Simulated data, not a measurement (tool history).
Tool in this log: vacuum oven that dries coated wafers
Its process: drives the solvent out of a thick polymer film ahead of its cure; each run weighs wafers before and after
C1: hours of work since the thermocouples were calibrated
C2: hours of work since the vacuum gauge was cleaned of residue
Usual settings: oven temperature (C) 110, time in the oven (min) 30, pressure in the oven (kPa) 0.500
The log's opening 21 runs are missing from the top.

run 22 hour=998.1 | oven_temperature_(C)=110 time_in_the_oven_(min)=30 pressure_in_the_oven_(kPa)=0.500 | C1=659 C2=1909 | solvent_left_in_the_film_(%)=1.05
-- hour=1004.1 vacuum gauge cleaned of residue and calibrated
run 23 hour=1030.0 | oven_temperature_(C)=96 time_in_the_oven_(min)=30 pressure_in_the_oven_(kPa)=1.634 | C1=680 C2=18 | solvent_left_in_the_film_(%)=5.06
run 24 hour=1097.0 | oven_temperature_(C)=111 time_in_the_oven_(min)=31 pressure_in_the_oven_(kPa)=1.883 | C1=727 C2=66 | solvent_left_in_the_film_(%)=1.45
run 25 hour=1137.8 | oven_temperature_(C)=102 time_in_the_oven_(min)=39 pressure_in_the_oven_(kPa)=0.584 | C1=756 C2=94 | solvent_left_in_the_film_(%)=1.77
run 26 hour=1169.3 | oven_temperature_(C)=102 time_in_the_oven_(min)=39 pressure_in_the_oven_(kPa)=0.584 | C1=778 C2=117 | solvent_left_in_the_film_(%)=1.81
run 27 hour=1208.9 | oven_temperature_(C)=113 time_in_the_oven_(min)=39 pressure_in_the_oven_(kPa)=1.346 | C1=806 C2=145 | solvent_left_in_the_film_(%)=0.76
run 28 hour=1268.6 | oven_temperature_(C)=113 time_in_the_oven_(min)=39 pressure_in_the_oven_(kPa)=1.346 | C1=849 C2=187 | solvent_left_in_the_film_(%)=0.77
run 29 hour=1333.8 | oven_temperature_(C)=113 time_in_the_oven_(min)=39 pressure_in_the_oven_(kPa)=1.346 | C1=895 C2=233 | solvent_left_in_the_film_(%)=0.79
run 30 hour=1397.8 | oven_temperature_(C)=125 time_in_the_oven_(min)=30 pressure_in_the_oven_(kPa)=0.500 | C1=940 C2=278 | solvent_left_in_the_film_(%)=0.16
run 31 hour=1463.2 | oven_temperature_(C)=125 time_in_the_oven_(min)=30 pressure_in_the_oven_(kPa)=0.500 | C1=986 C2=324 | solvent_left_in_the_film_(%)=0.19
run 32 hour=1523.4 | oven_temperature_(C)=107 time_in_the_oven_(min)=29 pressure_in_the_oven_(kPa)=0.427 | C1=1028 C2=367 | solvent_left_in_the_film_(%)=1.59
run 33 hour=1552.3 | oven_temperature_(C)=107 time_in_the_oven_(min)=35 pressure_in_the_oven_(kPa)=1.184 | C1=1049 C2=387 | solvent_left_in_the_film_(%)=1.51
run 34 hour=1607.1 | oven_temperature_(C)=118 time_in_the_oven_(min)=39 pressure_in_the_oven_(kPa)=0.977 | C1=1088 C2=426 | solvent_left_in_the_film_(%)=0.44
run 35 hour=1674.6 | oven_temperature_(C)=118 time_in_the_oven_(min)=39 pressure_in_the_oven_(kPa)=0.977 | C1=1135 C2=473 | solvent_left_in_the_film_(%)=0.42
run 36 hour=1730.0 | oven_temperature_(C)=102 time_in_the_oven_(min)=30 pressure_in_the_oven_(kPa)=0.500 | C1=1174 C2=513 | solvent_left_in_the_film_(%)=2.74

Run 37, settings as shown, results not yet in. Your forecast:
run 37 hour=1787.7 | oven_temperature_(C)=102 time_in_the_oven_(min)=30 pressure_in_the_oven_(kPa)=0.500 | C1=1215 C2=553 | solvent_left_in_the_film_(%)=?

solvent left in the film (%): 2.74
On a tool with no hidden condition, and with the same random variation, this run would have come out at solvent left in the film (%) 2.26.

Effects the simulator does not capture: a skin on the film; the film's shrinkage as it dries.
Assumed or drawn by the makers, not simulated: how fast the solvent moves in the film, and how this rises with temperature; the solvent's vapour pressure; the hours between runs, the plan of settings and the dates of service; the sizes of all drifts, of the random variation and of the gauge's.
